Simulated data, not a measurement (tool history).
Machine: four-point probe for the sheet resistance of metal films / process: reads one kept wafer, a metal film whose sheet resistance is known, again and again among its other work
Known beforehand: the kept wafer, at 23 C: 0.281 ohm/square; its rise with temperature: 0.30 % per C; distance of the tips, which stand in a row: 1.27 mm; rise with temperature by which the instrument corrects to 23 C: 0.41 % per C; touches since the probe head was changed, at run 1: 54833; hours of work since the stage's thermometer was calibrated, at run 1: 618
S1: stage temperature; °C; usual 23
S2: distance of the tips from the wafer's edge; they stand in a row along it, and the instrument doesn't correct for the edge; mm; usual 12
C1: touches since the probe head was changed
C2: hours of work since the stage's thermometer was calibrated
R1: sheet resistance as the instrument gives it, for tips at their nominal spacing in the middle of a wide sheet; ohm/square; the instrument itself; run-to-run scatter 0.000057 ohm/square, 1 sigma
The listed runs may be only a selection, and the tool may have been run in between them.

run,day,S1,S2,C1,C2,R1
1,0.000,23,12,54833,618,0.283344
2,1.017,23,12,55974,631,0.283448
3,1.929,23,12,57003,644,0.283468
4,3.225,23,60,58459,661,0.281845
5,5.058,23,60,60524,686,0.281804
6,6.804,23,12,62485,710,0.283485
7,8.892,23,12,64833,738,0.283490
8,10.512,23,12,66658,760,0.283703
9,11.654,23,12,67939,775,0.283656
10,13.475,23,43,69987,800,0.282122
11,15.492,23,43,72258,827,0.282049
12,17.338,23,43,74335,852,0.282043
13,18.775,23,43,75952,871,0.282139
14,20.583,23,43,77986,895,0.282109
15,22.008,23,6,79584,915,0.288723
16,23.033,22,8,80738,928,0.286253
17,24.833,22,5,82764,953,0.291839
18,26.654,20,18,84814,977,0.283838
19,28.567,20,18,86965,1003,0.283769
# day 28.729: stage's thermometer calibrated
20,29.558,23,8,88054,11,0.286086
21,31.554,23,8,90298,38,0.286122
22,33.575,33,59,92570,65,0.279294
23,34.796,19,6,93944,82,0.290362
# day 34.983: stage's thermometer calibrated, once more
24,36.221,20,27,95523,17,0.283387
25,37.454,22,16,96911,33,0.283337
26,38.988,23,22,98635,54,0.282602
27,40.675,23,51,100536,77,0.282219

Run by run, hidden condition taken away, random variation retained:
Hidden conditions of the tool in this case: inner tips' distance over the nominal, %; tips' flats over new ones', %; wafer's true temperature over the reading, C; drift of the gauge itself on sheet_ohm, %.
run,R1
1,0.282634
2,0.282722
3,0.282727
4,0.281088
5,0.281020
6,0.282670
7,0.282642
8,0.282828
9,0.282763
10,0.281204
11,0.281102
12,0.281065
13,0.281138
14,0.281080
15,0.287649
16,0.285171
17,0.290709
18,0.282707
19,0.282609
20,0.284812
21,0.284817
22,0.277996
23,0.288982
24,0.282331
25,0.282262
26,0.281506
27,0.281100

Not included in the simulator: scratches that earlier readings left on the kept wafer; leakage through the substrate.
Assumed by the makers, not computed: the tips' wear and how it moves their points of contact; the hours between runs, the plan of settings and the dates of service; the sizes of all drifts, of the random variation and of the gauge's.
